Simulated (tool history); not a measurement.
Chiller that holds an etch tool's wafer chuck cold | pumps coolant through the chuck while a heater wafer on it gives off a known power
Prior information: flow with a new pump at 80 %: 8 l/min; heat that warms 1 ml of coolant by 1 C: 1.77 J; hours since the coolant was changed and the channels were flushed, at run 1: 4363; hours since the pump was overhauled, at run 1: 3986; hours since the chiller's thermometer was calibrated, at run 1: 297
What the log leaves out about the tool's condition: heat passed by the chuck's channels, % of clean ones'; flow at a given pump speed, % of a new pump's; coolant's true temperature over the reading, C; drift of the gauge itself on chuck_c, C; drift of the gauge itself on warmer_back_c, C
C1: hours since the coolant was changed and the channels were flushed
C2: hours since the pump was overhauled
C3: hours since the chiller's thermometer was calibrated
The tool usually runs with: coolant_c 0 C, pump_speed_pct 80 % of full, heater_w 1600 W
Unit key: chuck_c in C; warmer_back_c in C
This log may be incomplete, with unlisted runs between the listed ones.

{"run": 1, "hour": 0.0, "coolant_c": 0, "pump_speed_pct": 80, "heater_w": 1600, "C1": 4363, "C2": 3986, "C3": 297, "chuck_c": 13.8, "warmer_back_c": 6.95}
{"run": 2, "hour": 129.2, "coolant_c": 0, "pump_speed_pct": 80, "heater_w": 1600, "C1": 4492, "C2": 4115, "C3": 426, "chuck_c": 13.9, "warmer_back_c": 7.01}
{"run": 3, "hour": 267.0, "coolant_c": 0, "pump_speed_pct": 80, "heater_w": 1600, "C1": 4630, "C2": 4253, "C3": 564, "chuck_c": 13.7, "warmer_back_c": 7.03}
{"run": 4, "hour": 449.4, "coolant_c": 0, "pump_speed_pct": 80, "heater_w": 1600, "C1": 4812, "C2": 4435, "C3": 746, "chuck_c": 13.7, "warmer_back_c": 7.06}
{"run": 5, "hour": 590.7, "coolant_c": 0, "pump_speed_pct": 80, "heater_w": 1600, "C1": 4953, "C2": 4576, "C3": 888, "chuck_c": 13.8, "warmer_back_c": 7.02}
{"run": 6, "hour": 776.3, "coolant_c": 0, "pump_speed_pct": 80, "heater_w": 1600, "C1": 5139, "C2": 4762, "C3": 1073, "chuck_c": 13.8, "warmer_back_c": 7.04}
{"run": 7, "hour": 892.7, "coolant_c": 0, "pump_speed_pct": 80, "heater_w": 1600, "C1": 5255, "C2": 4878, "C3": 1190, "chuck_c": 14.0, "warmer_back_c": 7.1}
{"run": 8, "hour": 1016.3, "coolant_c": 6, "pump_speed_pct": 80, "heater_w": 1600, "C1": 5379, "C2": 5002, "C3": 1313, "chuck_c": 20.0, "warmer_back_c": 7.06}
{"run": 9, "hour": 1204.9, "coolant_c": 6, "pump_speed_pct": 80, "heater_w": 1600, "C1": 5568, "C2": 5190, "C3": 1502, "chuck_c": 19.9, "warmer_back_c": 7.08}
{"run": 10, "hour": 1362.7, "coolant_c": 7, "pump_speed_pct": 80, "heater_w": 1600, "C1": 5725, "C2": 5348, "C3": 1660, "chuck_c": 21.0, "warmer_back_c": 7.09}
{"run": 11, "hour": 1556.8, "coolant_c": 7, "pump_speed_pct": 80, "heater_w": 1600, "C1": 5919, "C2": 5542, "C3": 1854, "chuck_c": 21.2, "warmer_back_c": 7.07}
{"run": 12, "hour": 1701.2, "coolant_c": 7, "pump_speed_pct": 80, "heater_w": 1600, "C1": 6064, "C2": 5687, "C3": 1998, "chuck_c": 20.9, "warmer_back_c": 7.1}
{"run": 13, "hour": 1893.0, "coolant_c": 0, "pump_speed_pct": 80, "heater_w": 1600, "C1": 6256, "C2": 5879, "C3": 2190, "chuck_c": 14.0, "warmer_back_c": 7.1}
{"run": 14, "hour": 2098.4, "coolant_c": 0, "pump_speed_pct": 80, "heater_w": 1600, "C1": 6461, "C2": 6084, "C3": 2395, "chuck_c": 13.9, "warmer_back_c": 7.25}
{"run": 15, "hour": 2259.3, "coolant_c": 0, "pump_speed_pct": 80, "heater_w": 1600, "C1": 6622, "C2": 6245, "C3": 2556, "chuck_c": 14.0, "warmer_back_c": 7.19}
{"run": 16, "hour": 2456.9, "coolant_c": 0, "pump_speed_pct": 80, "heater_w": 1600, "C1": 6820, "C2": 6443, "C3": 2754, "chuck_c": 14.1, "warmer_back_c": 7.17}
{"run": 17, "hour": 2611.9, "coolant_c": 0, "pump_speed_pct": 80, "heater_w": 1600, "C1": 6975, "C2": 6598, "C3": 2909, "chuck_c": 14.1, "warmer_back_c": 7.14}
{"hour": 2692.3, "done": "coolant changed, channels flushed"}
{"run": 18, "hour": 2712.2, "coolant_c": 0, "pump_speed_pct": 80, "heater_w": 1600, "C1": 20, "C2": 6692, "C3": 3003, "chuck_c": 13.2, "warmer_back_c": 7.27}
{"run": 19, "hour": 2856.8, "coolant_c": 0, "pump_speed_pct": 80, "heater_w": 1600, "C1": 165, "C2": 6836, "C3": 3148, "chuck_c": 13.3, "warmer_back_c": 7.18}
{"run": 20, "hour": 2940.7, "coolant_c": 0, "pump_speed_pct": 80, "heater_w": 1600, "C1": 248, "C2": 6920, "C3": 3232, "chuck_c": 13.3, "warmer_back_c": 7.2}
{"run": 21, "hour": 3032.6, "coolant_c": -3, "pump_speed_pct": 90, "heater_w": 1514, "C1": 340, "C2": 7012, "C3": 3324, "chuck_c": 8.4, "warmer_back_c": 6.14}
{"run": 22, "hour": 3218.6, "coolant_c": -4, "pump_speed_pct": 90, "heater_w": 1514, "C1": 526, "C2": 7198, "C3": 3510, "chuck_c": 7.4, "warmer_back_c": 6.12}
{"run": 23, "hour": 3325.0, "coolant_c": 0, "pump_speed_pct": 72, "heater_w": 2252, "C1": 633, "C2": 7305, "C3": 3616, "chuck_c": 20.8, "warmer_back_c": 11.24}
{"hour": 3342.7, "done": "chiller's thermometer calibrated"}
{"run": 24, "hour": 3477.4, "coolant_c": -1, "pump_speed_pct": 80, "heater_w": 1600, "C1": 784, "C2": 7456, "C3": 135, "chuck_c": 12.4, "warmer_back_c": 7.33}
{"run": 25, "hour": 3645.2, "coolant_c": 0, "pump_speed_pct": 98, "heater_w": 1554, "C1": 952, "C2": 7624, "C3": 302, "chuck_c": 10.8, "warmer_back_c": 5.81}
{"run": 26, "hour": 3742.9, "coolant_c": 0, "pump_speed_pct": 87, "heater_w": 1621, "C1": 1050, "C2": 7722, "C3": 400, "chuck_c": 12.4, "warmer_back_c": 6.83}
{"hour": 3858.6, "done": "chiller's thermometer calibrated, once more"}
{"run": 27, "hour": 3932.4, "coolant_c": 0, "pump_speed_pct": 87, "heater_w": 1621, "C1": 1238, "C2": 7910, "C3": 74, "chuck_c": 13.3, "warmer_back_c": 6.79}
{"run": 28, "hour": 4069.9, "coolant_c": 0, "pump_speed_pct": 80, "heater_w": 1600, "C1": 1376, "C2": 8048, "C3": 211, "chuck_c": 13.8, "warmer_back_c": 7.3}
{"run": 29, "hour": 4175.5, "coolant_c": 3, "pump_speed_pct": 80, "heater_w": 1600, "C1": 1481, "C2": 8153, "C3": 317, "chuck_c": 17.0, "warmer_back_c": 7.3}
{"run": 30, "hour": 4275.2, "coolant_c": 3, "pump_speed_pct": 80, "heater_w": 1600, "C1": 1581, "C2": 8253, "C3": 417, "chuck_c": 17.0, "warmer_back_c": 7.3}
{"run": 31, "hour": 4452.3, "coolant_c": 9, "pump_speed_pct": 71, "heater_w": 1208, "C1": 1758, "C2": 8430, "C3": 594, "chuck_c": 20.7, "warmer_back_c": 6.23}
{"run": 32, "hour": 4611.2, "coolant_c": -2, "pump_speed_pct": 86, "heater_w": 1600, "C1": 1917, "C2": 8589, "C3": 753, "chuck_c": 11.1, "warmer_back_c": 6.8}

Measured less the same run without the tool's hidden state. The same run-to-run variation is in both; the gauge's scatter may not be:
run=1 chuck_c=+0.9 warmer_back_c=+0.24
run=2 chuck_c=+0.9 warmer_back_c=+0.25
run=3 chuck_c=+0.9 warmer_back_c=+0.25
run=4 chuck_c=+0.9 warmer_back_c=+0.27
run=5 chuck_c=+0.9 warmer_back_c=+0.27
run=6 chuck_c=+1.0 warmer_back_c=+0.29
run=7 chuck_c=+0.9 warmer_back_c=+0.30
run=8 chuck_c=+1.0 warmer_back_c=+0.31
run=9 chuck_c=+1.0 warmer_back_c=+0.32
run=10 chuck_c=+1.1 warmer_back_c=+0.33
run=11 chuck_c=+1.1 warmer_back_c=+0.35
run=12 chuck_c=+1.1 warmer_back_c=+0.36
run=13 chuck_c=+1.1 warmer_back_c=+0.37
run=14 chuck_c=+1.1 warmer_back_c=+0.39
run=15 chuck_c=+1.2 warmer_back_c=+0.39
run=16 chuck_c=+1.2 warmer_back_c=+0.41
run=17 chuck_c=+1.2 warmer_back_c=+0.42
run=18 chuck_c=+0.4 warmer_back_c=+0.43
run=19 chuck_c=+0.4 warmer_back_c=+0.43
run=20 chuck_c=+0.4 warmer_back_c=+0.44
run=21 chuck_c=+0.3 warmer_back_c=+0.38
run=22 chuck_c=+0.3 warmer_back_c=+0.39
run=23 chuck_c=+0.9 warmer_back_c=+0.73
run=24 chuck_c=+0.3 warmer_back_c=+0.48
run=25 chuck_c=+0.2 warmer_back_c=+0.40
run=26 chuck_c=+0.2 warmer_back_c=+0.46
run=27 chuck_c=+0.9 warmer_back_c=+0.48
run=28 chuck_c=+0.9 warmer_back_c=+0.52
run=29 chuck_c=+1.0 warmer_back_c=+0.53
run=30 chuck_c=+1.0 warmer_back_c=+0.53
run=31 chuck_c=+0.8 warmer_back_c=+0.46
run=32 chuck_c=+1.0 warmer_back_c=+0.52

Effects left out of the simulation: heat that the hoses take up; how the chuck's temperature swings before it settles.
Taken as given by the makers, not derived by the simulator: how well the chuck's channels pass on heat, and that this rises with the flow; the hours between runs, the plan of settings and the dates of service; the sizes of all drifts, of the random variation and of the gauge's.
